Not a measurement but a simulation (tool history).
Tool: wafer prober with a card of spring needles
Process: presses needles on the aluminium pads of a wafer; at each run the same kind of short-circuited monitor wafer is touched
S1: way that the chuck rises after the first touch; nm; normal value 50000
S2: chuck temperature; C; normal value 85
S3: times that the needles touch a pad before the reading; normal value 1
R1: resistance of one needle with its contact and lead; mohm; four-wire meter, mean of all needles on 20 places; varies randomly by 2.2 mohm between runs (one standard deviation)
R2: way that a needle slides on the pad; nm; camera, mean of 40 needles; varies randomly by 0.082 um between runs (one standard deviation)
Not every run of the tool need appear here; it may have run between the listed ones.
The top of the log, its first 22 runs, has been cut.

run,hour,S1,S2,S3,R1,R2
23,186.4,50000,55,1,292,12290
24,192.4,39000,30,3,285,9490
# hour 195.6: tips cleaned on abrasive film
25,199.8,39000,30,3,255,9380
26,210.3,44000,44,2,294,10700
# hour 213.9: tips cleaned on abrasive film
27,215.5,59000,82,2,246,14430
28,221.7,50000,59,1,290,12290
# hour 231.6: tips cleaned on abrasive film
29,232.7,55000,38,2,239,13450
30,241.7,55000,38,2,263,13390
# hour 249.8: tips cleaned on abrasive film
31,251.2,55000,38,2,245,13390
32,256.0,55000,38,2,254,13480
33,264.4,31000,60,1,454,7410
# hour 267.9: tips cleaned on abrasive film
34,274.1,50000,49,1,277,12070

5 ways to go on from here, each from the tool as it stands after run 34. What would each give?
A,279.3,68000,49,1,?,?
B,279.3,39000,85,2,?,?
C,279.3,50000,103,1,?,?
D,279.3,59000,99,2,?,?
E,279.3,49000,104,2,?,?

run,R1,R2
A,270,16560
B,312,9230
C,314,12110
D,274,14340
E,289,11930
Stripped of hidden state, with their random variation kept, the same runs would have yielded:
run,R1,R2
A,233,17030
B,252,9700
C,254,12580
D,247,14810
E,251,12410
